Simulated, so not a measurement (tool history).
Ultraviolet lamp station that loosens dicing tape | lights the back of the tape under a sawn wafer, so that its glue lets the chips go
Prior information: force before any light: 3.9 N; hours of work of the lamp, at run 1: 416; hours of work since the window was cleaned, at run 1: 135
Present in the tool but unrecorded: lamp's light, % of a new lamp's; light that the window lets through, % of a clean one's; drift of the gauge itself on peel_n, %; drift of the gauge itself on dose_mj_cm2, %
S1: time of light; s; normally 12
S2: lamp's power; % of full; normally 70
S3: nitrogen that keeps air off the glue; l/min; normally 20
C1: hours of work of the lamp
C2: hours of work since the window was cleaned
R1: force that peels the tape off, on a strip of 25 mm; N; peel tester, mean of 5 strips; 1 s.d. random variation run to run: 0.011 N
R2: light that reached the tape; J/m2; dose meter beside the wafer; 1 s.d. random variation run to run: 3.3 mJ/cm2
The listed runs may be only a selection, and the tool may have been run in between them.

run,day,S1,S2,S3,C1,C2,R1,R2
1,0.000,12,70,20,416,135,0.555,4700
2,0.512,8,70,20,423,142,1.025,3170
3,1.412,8,70,20,436,155,1.036,3140
# day 1.517: window cleaned of glue's vapour
4,2.071,8,70,20,445,8,1.036,3170
5,3.058,8,70,20,459,22,1.024,3090
# day 3.367: window cleaned of glue's vapour, once more
6,3.638,12,70,6,467,4,1.194,4830
7,4.333,6,70,20,476,14,1.368,2380
8,4.858,12,71,25,484,21,0.471,4820

What does the tool deliver on the next run?
9,5.458,12,71,25,492,30,?,?

R1: 0.462 N
R2: 4820 J/m2
Had the tool carried no hidden state, the very same run would have given R1 0.388 N, R2 5300 J/m2.

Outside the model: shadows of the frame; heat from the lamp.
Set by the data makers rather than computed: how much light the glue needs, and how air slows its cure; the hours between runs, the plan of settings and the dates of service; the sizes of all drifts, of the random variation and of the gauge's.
